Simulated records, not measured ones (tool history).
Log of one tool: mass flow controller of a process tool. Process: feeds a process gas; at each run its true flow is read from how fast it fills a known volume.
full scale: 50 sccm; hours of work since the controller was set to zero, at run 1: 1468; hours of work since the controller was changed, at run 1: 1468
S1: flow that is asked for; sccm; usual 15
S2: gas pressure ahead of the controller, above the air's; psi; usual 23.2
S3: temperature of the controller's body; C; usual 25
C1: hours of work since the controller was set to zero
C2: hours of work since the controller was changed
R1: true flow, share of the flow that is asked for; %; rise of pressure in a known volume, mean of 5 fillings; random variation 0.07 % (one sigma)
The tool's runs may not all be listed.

Run 1, hour 0.0: usual settings; C1 1468; C2 1468. Result: R1 99.22 %.
Run 2, hour 296.7: usual settings; C1 1697; C2 1697. Result: R1 99.21 %.
Run 3, hour 764.1: usual settings; C1 2058; C2 2058. Result: R1 99.35 %.
Run 4, hour 1078.6: usual settings; C1 2301; C2 2301. Result: R1 99.56 %.
Run 5, hour 1342.0: usual settings but S1 11 sccm; C1 2505; C2 2505. Result: R1 99.57 %.
Run 6, hour 1823.6: usual settings but S1 11 sccm; C1 2877; C2 2877. Result: R1 99.75 %.
Run 7, hour 2029.2: usual settings; C1 3036; C2 3036. Result: R1 99.78 %.
Run 8, hour 2345.3: usual settings; C1 3280; C2 3280. Result: R1 100.01 %.
Run 9, hour 2809.0: usual settings; C1 3639; C2 3639. Result: R1 100.02 %.
Run 10, hour 3213.4: usual settings but S1 5 sccm; C1 3951; C2 3951. Result: R1 101.34 %.
Run 11, hour 3680.4: usual settings but S1 42 sccm; C1 4312; C2 4312. Result: R1 101.23 %.
Run 12, hour 3912.7: usual settings but S1 42 sccm; C1 4492; C2 4492. Result: R1 101.29 %.
Run 13, hour 4365.3: usual settings but S1 42 sccm; C1 4842; C2 4842. Result: R1 101.42 %.
Run 14, hour 4777.6: usual settings but S1 42 sccm; C1 5160; C2 5160. Result: R1 101.55 %.
Run 15, hour 5183.7: usual settings but S1 42 sccm; C1 5474; C2 5474. Result: R1 101.51 %.
At hour 5350.1: controller's zero set anew.
Run 16, hour 5504.4: usual settings but S2 24.2 psi, S3 28 C; C1 119; C2 5722. Result: R1 99.78 %.
Run 17, hour 5811.0: usual settings but S3 26 C; C1 356; C2 5959. Result: R1 99.83 %.
At hour 5949.5: controller exchanged for a calibrated one.
Run 18, hour 6297.3: usual settings but S3 26 C; C1 269; C2 269. Result: R1 98.38 %.
Run 19, hour 6758.2: usual settings; C1 625; C2 625. Result: R1 98.42 %.
Run 20, hour 6965.7: usual settings but S2 40.0 psi, S3 29 C; C1 785; C2 785. Result: R1 97.99 %.
Run 21, hour 7216.3: usual settings but S1 31 sccm, S2 32.5 psi, S3 34 C; C1 979; C2 979. Result: R1 99.54 %.
Run 22, hour 7663.7: usual settings but S1 42 sccm, S2 29.9 psi; C1 1325; C2 1325. Result: R1 99.71 %.

Some steps in R1 between neighbouring runs. How much of each would the tool show without its hidden state too (settings, what came in, random variation), and how much is left for the hidden state, with any gauge scatter that isn't in both results?
The hidden state here: flow at rest that the sensor doesn't see, % of full scale; true flow over the shown one, %; drift of the gauge itself on true_pct, %.
Run 9 -> 10: S1 15 -> 5. R1 +1.32 %: hidden state +1.95, all else -0.63.
Run 10 -> 11: S1 5 -> 42. R1 -0.11 %: hidden state -2.31, all else +2.20.
Run 15 -> 16: S1 42 -> 15, S2 23.2 -> 24.2, S3 25 -> 28, controller's zero set anew. R1 -1.73 %: hidden state -0.35, all else -1.38.
Run 20 -> 21: S1 15 -> 31, S2 40.0 -> 32.5, S3 29 -> 34. R1 +1.55 %: hidden state -0.08, all else +1.63.
